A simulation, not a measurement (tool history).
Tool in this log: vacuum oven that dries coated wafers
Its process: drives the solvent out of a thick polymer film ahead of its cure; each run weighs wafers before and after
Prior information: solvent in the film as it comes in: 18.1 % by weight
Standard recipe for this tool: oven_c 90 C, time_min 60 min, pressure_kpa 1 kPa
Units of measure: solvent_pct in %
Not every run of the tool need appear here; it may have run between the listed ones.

Run 1, hour 0: usual settings. Result: solvent_pct 2.74 %.
Run 2, hour 8: usual settings. Result: solvent_pct 2.75 %.
Run 3, hour 16.3: usual settings. Result: solvent_pct 2.67 %.
Run 4, hour 27.2: usual settings but time_min 58 min. Result: solvent_pct 2.78 %.
Run 5, hour 40.8: usual settings. Result: solvent_pct 2.69 %.
Run 6, hour 54.6: usual settings. Result: solvent_pct 2.64 %.
Run 7, hour 61.1: usual settings. Result: solvent_pct 2.69 %.
Run 8, hour 71.5: usual settings. Result: solvent_pct 2.65 %.
Run 9, hour 84.6: usual settings. Result: solvent_pct 2.73 %.
Run 10, hour 95.8: usual settings. Result: solvent_pct 2.65 %.
Run 11, hour 104: usual settings. Result: solvent_pct 2.73 %.
Run 12, hour 115.1: usual settings but pressure_kpa 0.61 kPa. Result: solvent_pct 2 %.
Run 13, hour 122: usual settings. Result: solvent_pct 2.72 %.
Run 14, hour 131.5: usual settings but time_min 90 min. Result: solvent_pct 2.09 %.
Run 15, hour 139.8: usual settings but time_min 30 min. Result: solvent_pct 5.18 %.
Run 16, hour 151.7: usual settings but time_min 30 min. Result: solvent_pct 5.23 %.
Run 17, hour 161.4: usual settings but pressure_kpa 0.82 kPa. Result: solvent_pct 2.41 %.
Run 18, hour 170.5: usual settings. Result: solvent_pct 2.65 %.
Run 19, hour 182.6: usual settings. Result: solvent_pct 2.69 %.
Run 20, hour 195.9: usual settings. Result: solvent_pct 2.7 %.
Run 21, hour 205.7: usual settings but oven_c 81 C. Result: solvent_pct 4.82 %.
Run 22, hour 216.2: usual settings. Result: solvent_pct 2.64 %.
Run 23, hour 226.7: usual settings. Result: solvent_pct 2.72 %.
Run 24, hour 234.2: usual settings. Result: solvent_pct 2.67 %.
Run 25, hour 242: usual settings. Result: solvent_pct 2.75 %.
Run 26, hour 256.2: usual settings. Result: solvent_pct 2.67 %.
Run 27, hour 270.7: usual settings but oven_c 76 C, time_min 62 min. Result: solvent_pct 6.24 %.
Run 28, hour 281.6: usual settings but oven_c 91 C, time_min 62 min. Result: solvent_pct 2.44 %.
Run 29, hour 291.1: usual settings but oven_c 91 C, time_min 62 min. Result: solvent_pct 2.52 %.
Run 30, hour 303.2: usual settings but oven_c 91 C, time_min 62 min. Result: solvent_pct 2.44 %.
Run 31, hour 314.8: usual settings but oven_c 93 C, time_min 62 min, pressure_kpa 2.41 kPa. Result: solvent_pct 4.42 %.
Run 32, hour 321.1: usual settings but oven_c 83 C, time_min 62 min, pressure_kpa 2.41 kPa. Result: solvent_pct 7.11 %.
Run 33, hour 327.3: usual settings but oven_c 83 C, time_min 62 min, pressure_kpa 2.41 kPa. Result: solvent_pct 7.14 %.
Run 34, hour 337.1: usual settings but pressure_kpa 3.22 kPa. Result: solvent_pct 6.51 %.
Run 35, hour 344.8: usual settings but oven_c 86 C, pressure_kpa 1.31 kPa. Result: solvent_pct 4.1 %.
Run 36, hour 359.1: usual settings but oven_c 83 C, time_min 54 min, pressure_kpa 0.89 kPa. Result: solvent_pct 4.33 %.
Run 37, hour 372.8: usual settings but oven_c 103 C, time_min 54 min, pressure_kpa 1.01 kPa. Result: solvent_pct 1.31 %.
Run 38, hour 380.2: usual settings but oven_c 85 C, time_min 56 min. Result: solvent_pct 3.96 %.
Run 39, hour 390.9: usual settings but oven_c 81 C, time_min 35 min, pressure_kpa 1.98 kPa. Result: solvent_pct 8.91 %.
Run 40, hour 404.9: usual settings but time_min 50 min, pressure_kpa 1.11 kPa. Result: solvent_pct 3.36 %.
Run 41, hour 413.7: usual settings but oven_c 101 C, time_min 91 min. Result: solvent_pct 1.25 %.
Run 42, hour 424.9: usual settings but pressure_kpa 0.92 kPa. Result: solvent_pct 2.58 %.
Run 43, hour 436.2: usual settings but time_min 54 min. Result: solvent_pct 2.87 %.
Run 44, hour 444.9: usual settings but time_min 54 min. Result: solvent_pct 2.94 %.
Run 45, hour 450.9: usual settings but time_min 51 min, pressure_kpa 0.7 kPa. Result: solvent_pct 2.65 %.

3 ways to go on from here, each from the tool as it stands after run 45. What would each give?
Run A, hour 461.6: usual settings but oven_c 78 C, time_min 43 min, pressure_kpa 1.23 kPa. Result: solvent_pct ?.
Run B, hour 461.6: usual settings but time_min 51 min, pressure_kpa 0.94 kPa. Result: solvent_pct ?.
Run C, hour 461.6: usual settings but oven_c 83 C, time_min 51 min, pressure_kpa 0.51 kPa. Result: solvent_pct ?.

run  solvent_pct
  A          7.6
  B            3
  C         3.85
The same runs, with their run-to-run variation unchanged, on a tool lacking any hidden condition would have given:
run  solvent_pct
  A         7.59
  B         2.99
  C         3.84

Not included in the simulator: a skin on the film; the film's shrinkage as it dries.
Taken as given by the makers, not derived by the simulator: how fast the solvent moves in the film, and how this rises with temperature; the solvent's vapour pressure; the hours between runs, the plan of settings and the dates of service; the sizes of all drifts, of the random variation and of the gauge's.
